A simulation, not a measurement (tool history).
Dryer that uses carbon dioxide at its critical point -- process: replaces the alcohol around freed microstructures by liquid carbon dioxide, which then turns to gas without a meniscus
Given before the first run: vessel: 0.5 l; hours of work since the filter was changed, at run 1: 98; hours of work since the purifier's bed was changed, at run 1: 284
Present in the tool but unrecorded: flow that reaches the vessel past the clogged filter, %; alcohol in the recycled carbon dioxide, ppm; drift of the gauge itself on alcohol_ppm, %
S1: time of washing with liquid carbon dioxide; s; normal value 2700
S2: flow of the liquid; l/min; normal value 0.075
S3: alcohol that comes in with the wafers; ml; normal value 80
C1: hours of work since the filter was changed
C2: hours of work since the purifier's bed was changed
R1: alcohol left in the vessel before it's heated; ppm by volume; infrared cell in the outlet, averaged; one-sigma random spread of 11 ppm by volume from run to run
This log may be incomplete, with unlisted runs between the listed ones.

run	hour	S1	S2	S3	C1	C2	R1
1	0	2700	0.075	80	98	284	746
2	27.6	2700	0.075	59	118	304	584
3	42.8	2700	0.075	24	129	315	268
4	64.4	2700	0.075	24	144	331	270
5	82.9	2700	0.075	24	158	344	270
6	98.5	2700	0.075	80	169	356	814
7	114.3	2700	0.075	80	180	367	824
8	138.7	2700	0.0937	80	198	385	238
9	162.8	2700	0.075	80	215	402	831
10	177.4	2700	0.075	80	226	413	862
11	196.1	2700	0.075	39	239	426	463
12	223.7	2700	0.075	34	259	446	406
13	255.5	2700	0.075	34	282	469	413
14	286.5	2700	0.075	80	305	491	950
15	311.6	2700	0.075	80	323	510	955
16	325.9	2700	0.075	80	333	520	975
17	348.5	2700	0.106	80	349	536	162
18	363.3	2700	0.106	80	360	547	168
19	394.9	2700	0.106	80	383	570	165
20	425.9	2700	0.1278	80	405	592	94
21	456.4	2700	0.1278	80	427	614	95
# hour 462.8: inlet filter changed
22	479	2700	0.075	86	12	630	756
23	508.4	4080	0.049	30	33	651	389
24	536	2700	0.075	69	53	671	672
25	552.7	2700	0.054	69	65	683	3029
26	572.6	1680	0.0516	64	79	697	13620
# hour 599: purifier's bed changed
27	605.5	2100	0.0668	108	101	5	5211
28	637.6	3780	0.1103	80	124	28	12
29	657.8	3660	0.099	102	139	43	24
30	676.5	2220	0.0617	38	152	56	2086
31	707.7	2460	0.0978	35	175	79	134
32	725.7	1620	0.0853	35	188	92	1839
33	748.1	3420	0.0894	99	204	108	76
34	773.5	2700	0.0636	55	222	126	1360
35	799.7	3660	0.1066	33	241	145	26
36	824.6	3660	0.1066	33	259	163	31
37	839.9	1860	0.1066	47	270	174	516
38	864.2	1800	0.0484	95	288	192	21967
39	897.8	2700	0.075	104	312	216	1211

Take each entry between the runs: how does the hidden state at the last listed run before it differ from the hidden state at the first listed run after it?
From run 21 to run 22: inlet filter changed (hour 462.8)
  flow that reaches the vessel past the clogged filter, %: 91.6 -> 99.6; alcohol in the recycled carbon dioxide, ppm: 78.1 -> 79.9
  difference, measured minus the result without the unlogged condition, R1: +85 -> +89 ppm by volume
From run 26 to run 27: purifier's bed changed (hour 599)
  flow that reaches the vessel past the clogged filter, %: 98.2 -> 97.7; alcohol in the recycled carbon dioxide, ppm: 87.8 -> 5.7
  difference, measured minus the result without the unlogged condition, R1: +635 -> +428 ppm by volume

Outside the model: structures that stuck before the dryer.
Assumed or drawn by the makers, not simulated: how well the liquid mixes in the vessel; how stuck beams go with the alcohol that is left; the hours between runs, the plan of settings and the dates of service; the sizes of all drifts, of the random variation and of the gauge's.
